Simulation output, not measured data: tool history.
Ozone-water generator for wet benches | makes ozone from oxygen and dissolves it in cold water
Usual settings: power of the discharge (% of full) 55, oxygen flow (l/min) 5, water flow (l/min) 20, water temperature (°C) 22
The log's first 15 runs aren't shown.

run,day,power of the discharge (% of full),oxygen flow (l/min),water flow (l/min),water temperature (°C),hours of work since the electrodes were changed,hours of work since the contactor was cleaned,hours of work since the thermometer was calibrated,dissolved ozone (ppm),ozone in the gas ahead of the water (g/m3)
16,88.583,80,5,20,22,4845,1505,2438,20.4,187
17,94.292,80,5,20,22,4939,1599,2532,20.4,187.2
18,102.725,63,4.94,21,28,5078,1738,2671,15.9,162.1
19,110.929,59,3.85,13,28,5213,1873,2806,20.5,179.3
20,119.025,100,3.2,20,18,5346,2006,2939,24,270.3
21,122.921,55,5,31,22,5411,2071,3004,11.9,148.3
22,126.904,95,5,21,22,5476,2136,3069,21.8,206.6
23,132.433,97,5,31,22,5567,2227,3160,16.6,210
# day 133.112: water thermometer calibrated
24,137.821,41,5,29,22,5656,2316,78,10.3,125.7
25,143.517,41,5,29,22,5750,2410,171,10.6,126
26,150.95,60,5,23,22,5872,2532,294,15.8,156.8
27,159.246,60,5,24,22,6009,2669,431,15.1,158.9
28,166.746,49,5,14,19,6132,2792,554,20.5,140.2
29,170.471,49,5,14,19,6194,2854,616,20.1,140.1
30,177.108,49,5,14,22,6303,2963,725,19.3,139.7
31,183.6,55,3.11,24,22,6410,3070,832,13.7,190.9
32,189.05,41,5,20,22,6500,3160,922,13.8,124.4
33,196.417,41,8.68,20,21,6621,3281,1043,13.6,92.9

Forecast each of these 3 alternatives for the next run:
A,200.183,65,8.68,26,22,6683,3343,1105,?,?
B,200.183,57,6.75,16,22,6683,3343,1105,?,?
C,200.183,41,8.68,18,23,6683,3343,1105,?,?

run,dissolved ozone (ppm),ozone in the gas ahead of the water (g/m3)
A,15,122.7
B,18.8,128.7
C,14,93.8
Without the tool's hidden state the same runs would have given:
run,dissolved ozone (ppm),ozone in the gas ahead of the water (g/m3)
A,15,126.7
B,18.9,132.8
C,14.1,96.7

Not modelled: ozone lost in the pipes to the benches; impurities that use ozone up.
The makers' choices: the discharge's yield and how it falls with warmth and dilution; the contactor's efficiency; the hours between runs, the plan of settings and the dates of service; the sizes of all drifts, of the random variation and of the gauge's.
